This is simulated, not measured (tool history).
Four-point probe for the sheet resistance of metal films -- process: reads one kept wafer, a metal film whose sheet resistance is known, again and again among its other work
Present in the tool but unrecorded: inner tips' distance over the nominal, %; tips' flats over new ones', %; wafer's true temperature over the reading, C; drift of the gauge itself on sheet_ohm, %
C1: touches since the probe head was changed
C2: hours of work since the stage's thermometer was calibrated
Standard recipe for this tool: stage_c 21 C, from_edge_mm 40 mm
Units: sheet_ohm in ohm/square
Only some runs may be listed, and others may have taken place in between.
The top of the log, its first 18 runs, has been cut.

run 19 day=25.067 | stage_c=18 from_edge_mm=6 | C1=23275 C2=68 | sheet_ohm=0.041352
-- day=25.8 stage's thermometer calibrated, once more
run 20 day=26.212 | stage_c=18 from_edge_mm=6 | C1=23958 C2=5 | sheet_ohm=0.041409
run 21 day=27.671 | stage_c=34 from_edge_mm=35 | C1=24846 C2=24 | sheet_ohm=0.041107
run 22 day=29.296 | stage_c=34 from_edge_mm=22 | C1=25833 C2=45 | sheet_ohm=0.041098
run 23 day=30.288 | stage_c=31 from_edge_mm=63 | C1=26435 C2=58 | sheet_ohm=0.041117
run 24 day=31.288 | stage_c=27 from_edge_mm=14 | C1=27042 C2=71 | sheet_ohm=0.041191
run 25 day=32.65 | stage_c=27 from_edge_mm=14 | C1=27872 C2=88 | sheet_ohm=0.041184
run 26 day=34.246 | stage_c=22 from_edge_mm=14 | C1=28840 C2=109 | sheet_ohm=0.041236
run 27 day=35.8 | stage_c=22 from_edge_mm=14 | C1=29785 C2=129 | sheet_ohm=0.041238
run 28 day=37.162 | stage_c=24 from_edge_mm=9 | C1=30614 C2=146 | sheet_ohm=0.041262
run 29 day=38.192 | stage_c=24 from_edge_mm=9 | C1=31238 C2=160 | sheet_ohm=0.041265
run 30 day=39.929 | stage_c=24 from_edge_mm=9 | C1=32294 C2=182 | sheet_ohm=0.041289
run 31 day=40.733 | stage_c=27 from_edge_mm=25 | C1=32785 C2=192 | sheet_ohm=0.041173
run 32 day=42.012 | stage_c=33 from_edge_mm=8 | C1=33560 C2=209 | sheet_ohm=0.041188

Predict each of these 3 candidate next runs independently; none follows another, all start after run 32:
run A day=43.946 | stage_c=24 from_edge_mm=42 | C1=34736 C2=234 | sheet_ohm=?
run B day=43.946 | stage_c=24 from_edge_mm=8 | C1=34736 C2=234 | sheet_ohm=?
run C day=43.946 | stage_c=31 from_edge_mm=4 | C1=34736 C2=234 | sheet_ohm=?

run=A sheet_ohm=0.04119
run=B sheet_ohm=0.041286
run=C sheet_ohm=0.041464
With the hidden condition removed and each run's random variation left untouched, the same runs would have given:
run=A sheet_ohm=0.041279
run=B sheet_ohm=0.041375
run=C sheet_ohm=0.041554

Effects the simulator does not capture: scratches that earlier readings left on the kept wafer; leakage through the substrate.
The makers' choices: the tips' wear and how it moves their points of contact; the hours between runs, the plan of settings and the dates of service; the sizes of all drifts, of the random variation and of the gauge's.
